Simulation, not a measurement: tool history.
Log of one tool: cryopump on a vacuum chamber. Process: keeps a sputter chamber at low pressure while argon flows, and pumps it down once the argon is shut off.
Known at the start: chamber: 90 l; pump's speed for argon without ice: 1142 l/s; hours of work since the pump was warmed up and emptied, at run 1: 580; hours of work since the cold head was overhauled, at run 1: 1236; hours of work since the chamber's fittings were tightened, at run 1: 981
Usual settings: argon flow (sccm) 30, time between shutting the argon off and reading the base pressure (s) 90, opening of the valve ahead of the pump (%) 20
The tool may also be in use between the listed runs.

run,hour,argon flow (sccm),time between shutting the argon off and reading the base pressure (s),opening of the valve ahead of the pump (%),hours of work since the pump was warmed up and emptied,hours of work since the cold head was overhauled,hours of work since the chamber's fittings were tightened,pressure while argon flows (Pa),pressure after the wait (uPa)
1,0,30,90,20,580,1236,981,0.2385,1.59
2,42,30,90,20,610,1266,1011,0.2398,1.58
3,63.5,30,90,20,625,1281,1026,0.2421,1.58
# hour 93.9: pump warmed up, emptied and cooled again
4,112.8,30,90,20,13,1313,1058,0.2222,1.29
5,149.9,30,90,19,40,1339,1084,0.234,1.4
6,184,30,90,58,64,1363,1108,0.0786,1.34
7,225.7,43,90,58,94,1393,1138,0.1131,1.44
8,263.9,60,90,58,121,1420,1165,0.1583,1.4
9,288.3,30,90,19,138,1437,1183,0.2372,1.42
10,327,30,90,19,166,1465,1210,0.2382,1.42
11,355.3,30,153,20,186,1485,1230,0.2269,1.18
12,393.6,30,90,17,213,1512,1257,0.2668,1.5
13,422.1,23,90,20,233,1532,1277,0.1735,1.54
14,464.6,23,90,20,263,1562,1308,0.1741,1.49
15,490.5,23,58,20,282,1581,1326,0.1778,1.96
16,517.6,40,90,20,301,1600,1345,0.3069,1.59
17,558.9,40,90,20,330,1629,1375,0.3084,1.61
18,592.7,40,90,20,354,1653,1399,0.3075,1.61
19,616.2,40,90,20,371,1670,1415,0.3076,1.6
20,650.7,46,26,43,395,1694,1440,0.1727,3.51
21,694,15,90,20,426,1725,1471,0.1158,1.62
22,731.5,48,71,27,453,1752,1497,0.2827,1.89
23,765.9,48,71,27,477,1776,1522,0.2844,1.82
24,787.2,48,71,27,492,1791,1537,0.284,1.9
25,815,48,50,45,512,1811,1556,0.1789,2.39
26,838.5,16,66,45,529,1828,1573,0.0589,2
27,875.6,53,189,32,555,1854,1599,0.2684,1.4
28,914.2,53,189,32,582,1882,1627,0.2722,1.37
29,935.9,30,49,20,598,1897,1642,0.2407,2.5
30,974.4,15,246,20,625,1924,1670,0.1193,1.32
# hour 1002.9: pump warmed up, emptied and cooled again
31,1016,28,246,30,9,1950,1696,0.1387,1.09
32,1050.9,40,238,17,34,1975,1720,0.3494,1.1
33,1094.1,40,238,17,65,2006,1751,0.3528,1.09
34,1118.9,18,54,20,82,2023,1769,0.1355,2.15
35,1154.2,18,54,20,107,2048,1794,0.135,2.26

Forecast each of these 3 alternatives for the next run:
A,1174.6,18,210,20,122,2063,1808,?,?
B,1174.6,36,264,38,122,2063,1808,?,?
C,1174.6,12,82,20,122,2063,1808,?,?

run,pressure while argon flows (Pa),pressure after the wait (uPa)
A,0.135,1.2
B,0.1441,1.14
C,0.0906,1.68
Without the tool's hidden state the same runs would have given:
run,pressure while argon flows (Pa),pressure after the wait (uPa)
A,0.1328,0.58
B,0.1398,0.52
C,0.0892,1.07

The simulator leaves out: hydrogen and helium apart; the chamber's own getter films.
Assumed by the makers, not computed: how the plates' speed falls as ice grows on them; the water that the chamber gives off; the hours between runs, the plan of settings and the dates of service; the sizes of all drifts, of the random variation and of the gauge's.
